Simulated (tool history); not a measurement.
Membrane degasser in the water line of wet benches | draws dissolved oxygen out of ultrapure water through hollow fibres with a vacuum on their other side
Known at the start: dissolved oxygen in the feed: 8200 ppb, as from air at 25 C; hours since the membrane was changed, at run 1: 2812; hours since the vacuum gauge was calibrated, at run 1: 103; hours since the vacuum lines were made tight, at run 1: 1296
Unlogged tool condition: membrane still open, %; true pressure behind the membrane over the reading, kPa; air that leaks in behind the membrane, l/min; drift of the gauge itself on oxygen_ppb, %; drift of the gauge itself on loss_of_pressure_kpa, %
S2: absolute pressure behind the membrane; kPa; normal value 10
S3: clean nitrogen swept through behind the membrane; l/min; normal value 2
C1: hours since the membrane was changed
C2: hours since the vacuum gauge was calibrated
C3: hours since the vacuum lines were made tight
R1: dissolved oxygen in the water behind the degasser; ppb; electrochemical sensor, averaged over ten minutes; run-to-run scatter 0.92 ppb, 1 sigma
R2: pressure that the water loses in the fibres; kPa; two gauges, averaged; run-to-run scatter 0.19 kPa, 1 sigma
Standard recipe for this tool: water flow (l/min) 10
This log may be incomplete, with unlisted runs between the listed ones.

Run 1, hour 0: usual settings; C1 2812; C2 103; C3 1296. Result: R1 87 ppb, R2 38.18 kPa.
Run 2, hour 187.1: usual settings; C1 2999; C2 290; C3 1483. Result: R1 86.6 ppb, R2 37.85 kPa.
Run 3, hour 301.5: usual settings; C1 3113; C2 405; C3 1597. Result: R1 84.8 ppb, R2 37.48 kPa.
Run 4, hour 490.1: usual settings; C1 3302; C2 593; C3 1786. Result: R1 87.1 ppb, R2 37.8 kPa.
Run 5, hour 685.7: usual settings; C1 3498; C2 789; C3 1981. Result: R1 86.2 ppb, R2 37.57 kPa.
Run 6, hour 844.3: usual settings; C1 3656; C2 947; C3 2140. Result: R1 87 ppb, R2 37.95 kPa.
Run 7, hour 1010.3: usual settings but S2 17.9 kPa; C1 3822; C2 1113; C3 2306. Result: R1 180.3 ppb, R2 37.66 kPa.
Run 8, hour 1211: usual settings; C1 4023; C2 1314; C3 2507. Result: R1 86.4 ppb, R2 37.48 kPa.
Run 9, hour 1312.8: usual settings but S2 14.7 kPa; C1 4125; C2 1416; C3 2608. Result: R1 144.9 ppb, R2 36.96 kPa.
Run 10, hour 1459.3: usual settings but S2 14.7 kPa; C1 4271; C2 1563; C3 2755. Result: R1 141.6 ppb, R2 37.4 kPa.
Run 11, hour 1582: usual settings but S2 14.7 kPa; C1 4394; C2 1685; C3 2878. Result: R1 140.7 ppb, R2 37.44 kPa.
Run 12, hour 1688.5: usual settings; C1 4500; C2 1792; C3 2984. Result: R1 87.9 ppb, R2 37.51 kPa.
Run 13, hour 1790.7: usual settings; C1 4603; C2 1894; C3 3086. Result: R1 86.4 ppb, R2 37.21 kPa.
Run 14, hour 1916.2: usual settings; C1 4728; C2 2019; C3 3212. Result: R1 87.2 ppb, R2 37.28 kPa.
Run 15, hour 2121.4: usual settings; C1 4933; C2 2225; C3 3417. Result: R1 85.8 ppb, R2 36.86 kPa.
Run 16, hour 2230.5: usual settings; C1 5042; C2 2334; C3 3526. Result: R1 87.2 ppb, R2 37.14 kPa.
Run 17, hour 2399.7: usual settings but S2 7.9 kPa, S3 5.87 l/min; C1 5212; C2 2503; C3 3695. Result: R1 24.2 ppb, R2 37.53 kPa.
Run 18, hour 2508.3: usual settings but S2 7.9 kPa, S3 2.66 l/min; C1 5320; C2 2612; C3 3804. Result: R1 48 ppb, R2 37.02 kPa.
Run 19, hour 2665.8: usual settings but water flow (l/min) 6, S2 8.6 kPa, S3 1.98 l/min; C1 5478; C2 2769; C3 3961. Result: R1 39.9 ppb, R2 22.5 kPa.
Run 20, hour 2769.7: usual settings but water flow (l/min) 11, S2 7.5 kPa, S3 2.2 l/min; C1 5582; C2 2873; C3 4065. Result: R1 60.1 ppb, R2 40.77 kPa.
Run 21, hour 2920.2: usual settings but water flow (l/min) 8, S2 7 kPa, S3 0.95 l/min; C1 5732; C2 3023; C3 4216. Result: R1 77 ppb, R2 29.89 kPa.
Run 22, hour 3116.4: usual settings but water flow (l/min) 11, S2 7 kPa, S3 1.98 l/min; C1 5928; C2 3220; C3 4412. Result: R1 58.5 ppb, R2 40.63 kPa.
Run 23, hour 3304.8: usual settings but water flow (l/min) 11, S2 7 kPa, S3 2.79 l/min; C1 6117; C2 3408; C3 4600. Result: R1 44.1 ppb, R2 40.82 kPa.
Run 24, hour 3442.8: usual settings but S3 1.18 l/min; C1 6255; C2 3546; C3 4738. Result: R1 141.8 ppb, R2 37.01 kPa.
Run 25, hour 3560: usual settings but water flow (l/min) 8, S2 7.6 kPa, S3 4.71 l/min; C1 6372; C2 3663; C3 4856. Result: R1 19.6 ppb, R2 29.53 kPa.
Run 26, hour 3668.5: usual settings but water flow (l/min) 9, S2 7.6 kPa, S3 2.28 l/min; C1 6481; C2 3772; C3 4964. Result: R1 44.2 ppb, R2 33 kPa.
Run 27, hour 3800.5: usual settings but water flow (l/min) 9, S2 7.6 kPa, S3 2.28 l/min; C1 6612; C2 3904; C3 5096. Result: R1 44.3 ppb, R2 32.88 kPa.
Run 28, hour 3956.7: usual settings but water flow (l/min) 13, S2 15.1 kPa; C1 6769; C2 4060; C3 5252. Result: R1 201 ppb, R2 48 kPa.
At hour 4030.8: gauge calibrated.
Run 29, hour 4069.4: usual settings but water flow (l/min) 14, S2 11.1 kPa, S3 0.95 l/min; C1 6881; C2 4173; C3 5365. Result: R1 289.1 ppb, R2 53.01 kPa.
Run 30, hour 4268.5: usual settings but water flow (l/min) 9, S2 13.4 kPa; C1 7081; C2 4372; C3 5564. Result: R1 112.7 ppb, R2 34.1 kPa.
Run 31, hour 4406: usual settings but water flow (l/min) 9, S2 13.4 kPa; C1 7218; C2 4509; C3 5702. Result: R1 113.9 ppb, R2 34.03 kPa.
Run 32, hour 4582.8: usual settings but water flow (l/min) 14, S2 13.4 kPa; C1 7395; C2 4686; C3 5878. Result: R1 196.1 ppb, R2 52.71 kPa.

For each entry between runs, how does the tool's hidden state at the last listed run before it compare with that at the first listed run after it?
From run 28 to run 29: gauge calibrated (hour 4030.8)
  drift of the gauge itself on loss_of_pressure_kpa, %: -2.93 -> -0.03
  the result without the hidden state subtracted from the measured one, R2: -1.41 -> +0.02 kPa
